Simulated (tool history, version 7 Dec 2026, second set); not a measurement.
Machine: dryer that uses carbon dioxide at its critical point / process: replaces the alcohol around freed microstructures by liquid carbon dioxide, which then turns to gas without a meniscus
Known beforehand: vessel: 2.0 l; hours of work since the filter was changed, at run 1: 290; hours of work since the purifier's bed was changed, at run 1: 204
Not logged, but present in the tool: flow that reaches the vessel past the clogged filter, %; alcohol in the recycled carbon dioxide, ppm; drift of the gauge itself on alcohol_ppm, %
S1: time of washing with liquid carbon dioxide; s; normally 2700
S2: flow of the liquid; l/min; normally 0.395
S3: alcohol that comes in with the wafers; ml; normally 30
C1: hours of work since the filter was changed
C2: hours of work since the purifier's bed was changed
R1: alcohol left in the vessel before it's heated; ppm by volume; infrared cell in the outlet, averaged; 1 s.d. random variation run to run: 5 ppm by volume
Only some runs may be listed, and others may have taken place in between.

{"run": 1, "hour": 0.0, "S1": 2700, "S2": 0.395, "S3": 30, "C1": 290, "C2": 204, "R1": 85}
{"run": 2, "hour": 10.0, "S1": 2700, "S2": 0.395, "S3": 30, "C1": 296, "C2": 210, "R1": 84}
{"run": 3, "hour": 19.1, "S1": 2700, "S2": 0.395, "S3": 30, "C1": 302, "C2": 215, "R1": 75}
{"run": 4, "hour": 26.3, "S1": 2700, "S2": 0.395, "S3": 87, "C1": 306, "C2": 220, "R1": 116}
{"run": 5, "hour": 35.3, "S1": 2700, "S2": 0.395, "S3": 87, "C1": 312, "C2": 225, "R1": 110}
{"run": 6, "hour": 42.3, "S1": 2700, "S2": 0.395, "S3": 87, "C1": 316, "C2": 229, "R1": 125}
{"run": 7, "hour": 52.1, "S1": 2700, "S2": 0.395, "S3": 30, "C1": 322, "C2": 235, "R1": 87}
{"run": 8, "hour": 61.0, "S1": 2700, "S2": 0.395, "S3": 25, "C1": 327, "C2": 241, "R1": 80}
{"run": 9, "hour": 68.8, "S1": 2820, "S2": 0.395, "S3": 25, "C1": 332, "C2": 246, "R1": 80}
{"run": 10, "hour": 76.8, "S1": 2820, "S2": 0.395, "S3": 25, "C1": 337, "C2": 250, "R1": 86}
{"run": 11, "hour": 82.5, "S1": 2820, "S2": 0.395, "S3": 25, "C1": 341, "C2": 254, "R1": 89}
{"run": 12, "hour": 88.3, "S1": 2820, "S2": 0.395, "S3": 25, "C1": 344, "C2": 257, "R1": 84}
{"run": 13, "hour": 97.9, "S1": 1620, "S2": 0.395, "S3": 30, "C1": 350, "C2": 263, "R1": 363}
{"run": 14, "hour": 106.2, "S1": 1620, "S2": 0.395, "S3": 30, "C1": 355, "C2": 268, "R1": 363}
{"run": 15, "hour": 113.4, "S1": 2700, "S2": 0.395, "S3": 30, "C1": 359, "C2": 273, "R1": 101}
{"run": 16, "hour": 118.1, "S1": 2700, "S2": 0.395, "S3": 30, "C1": 362, "C2": 275, "R1": 110}
{"run": 17, "hour": 124.7, "S1": 2700, "S2": 0.395, "S3": 30, "C1": 366, "C2": 280, "R1": 102}
{"run": 18, "hour": 129.2, "S1": 2700, "S2": 0.395, "S3": 30, "C1": 369, "C2": 282, "R1": 103}
{"run": 19, "hour": 137.1, "S1": 2700, "S2": 0.395, "S3": 30, "C1": 374, "C2": 287, "R1": 106}
{"run": 20, "hour": 147.2, "S1": 2700, "S2": 0.395, "S3": 30, "C1": 380, "C2": 293, "R1": 101}
{"hour": 151.8, "done": "inlet filter changed"}
{"run": 21, "hour": 152.6, "S1": 2700, "S2": 0.395, "S3": 30, "C1": 0, "C2": 296, "R1": 101}
{"run": 22, "hour": 158.8, "S1": 2700, "S2": 0.395, "S3": 30, "C1": 4, "C2": 300, "R1": 96}
{"run": 23, "hour": 165.3, "S1": 2700, "S2": 0.395, "S3": 30, "C1": 8, "C2": 304, "R1": 97}
{"run": 24, "hour": 173.0, "S1": 2700, "S2": 0.395, "S3": 30, "C1": 13, "C2": 308, "R1": 95}
{"run": 25, "hour": 181.7, "S1": 1980, "S2": 0.395, "S3": 61, "C1": 18, "C2": 314, "R1": 186}
{"run": 26, "hour": 188.8, "S1": 2520, "S2": 0.395, "S3": 30, "C1": 23, "C2": 318, "R1": 105}
{"run": 27, "hour": 197.1, "S1": 3000, "S2": 0.566, "S3": 30, "C1": 28, "C2": 323, "R1": 87}
{"run": 28, "hour": 203.5, "S1": 3000, "S2": 0.566, "S3": 30, "C1": 32, "C2": 327, "R1": 97}
{"run": 29, "hour": 212.7, "S1": 3000, "S2": 0.566, "S3": 30, "C1": 37, "C2": 332, "R1": 97}
{"run": 30, "hour": 219.9, "S1": 4080, "S2": 0.32, "S3": 30, "C1": 41, "C2": 337, "R1": 96}
{"run": 31, "hour": 226.7, "S1": 2700, "S2": 0.337, "S3": 47, "C1": 46, "C2": 341, "R1": 135}
{"run": 32, "hour": 235.9, "S1": 2640, "S2": 0.31, "S3": 49, "C1": 51, "C2": 347, "R1": 176}
{"run": 33, "hour": 241.6, "S1": 2700, "S2": 0.31, "S3": 49, "C1": 55, "C2": 350, "R1": 175}
{"run": 34, "hour": 247.5, "S1": 2700, "S2": 0.31, "S3": 49, "C1": 58, "C2": 354, "R1": 163}
{"run": 35, "hour": 258.0, "S1": 2700, "S2": 0.586, "S3": 22, "C1": 65, "C2": 360, "R1": 105}
{"run": 36, "hour": 267.6, "S1": 2700, "S2": 0.238, "S3": 41, "C1": 71, "C2": 366, "R1": 361}
{"run": 37, "hour": 275.0, "S1": 2400, "S2": 0.374, "S3": 22, "C1": 75, "C2": 370, "R1": 130}
{"run": 38, "hour": 285.0, "S1": 2400, "S2": 0.374, "S3": 22, "C1": 81, "C2": 377, "R1": 134}
{"run": 39, "hour": 289.8, "S1": 2700, "S2": 0.313, "S3": 38, "C1": 84, "C2": 379, "R1": 163}
{"run": 40, "hour": 299.5, "S1": 2700, "S2": 0.591, "S3": 38, "C1": 90, "C2": 385, "R1": 111}
{"run": 41, "hour": 306.3, "S1": 2160, "S2": 0.404, "S3": 21, "C1": 94, "C2": 390, "R1": 125}
{"run": 42, "hour": 315.7, "S1": 2580, "S2": 0.325, "S3": 30, "C1": 100, "C2": 395, "R1": 161}
{"run": 43, "hour": 324.7, "S1": 1680, "S2": 0.278, "S3": 34, "C1": 105, "C2": 401, "R1": 819}
{"run": 44, "hour": 335.4, "S1": 3360, "S2": 0.459, "S3": 51, "C1": 112, "C2": 407, "R1": 123}
{"run": 45, "hour": 345.8, "S1": 3360, "S2": 0.459, "S3": 51, "C1": 118, "C2": 414, "R1": 121}
{"run": 46, "hour": 355.9, "S1": 4140, "S2": 0.611, "S3": 45, "C1": 124, "C2": 420, "R1": 121}
{"run": 47, "hour": 360.6, "S1": 2940, "S2": 0.475, "S3": 45, "C1": 127, "C2": 423, "R1": 124}
{"run": 48, "hour": 367.4, "S1": 2580, "S2": 0.395, "S3": 78, "C1": 131, "C2": 427, "R1": 159}

What if the next run were any one of these 3? Each begins from the tool's condition after run 48:
{"run": "A", "hour": 374.3, "S1": 3900, "S2": 0.332, "S3": 59, "C1": 136, "C2": 431, "R1": "?"}
{"run": "B", "hour": 374.3, "S1": 2580, "S2": 0.395, "S3": 21, "C1": 136, "C2": 431, "R1": "?"}
{"run": "C", "hour": 374.3, "S1": 2700, "S2": 0.413, "S3": 38, "C1": 136, "C2": 431, "R1": "?"}

run=A R1=126
run=B R1=123
run=C R1=130
What these runs would have given with no unlogged condition in the tool:
run=A R1=7
run=B R1=3
run=C R1=10

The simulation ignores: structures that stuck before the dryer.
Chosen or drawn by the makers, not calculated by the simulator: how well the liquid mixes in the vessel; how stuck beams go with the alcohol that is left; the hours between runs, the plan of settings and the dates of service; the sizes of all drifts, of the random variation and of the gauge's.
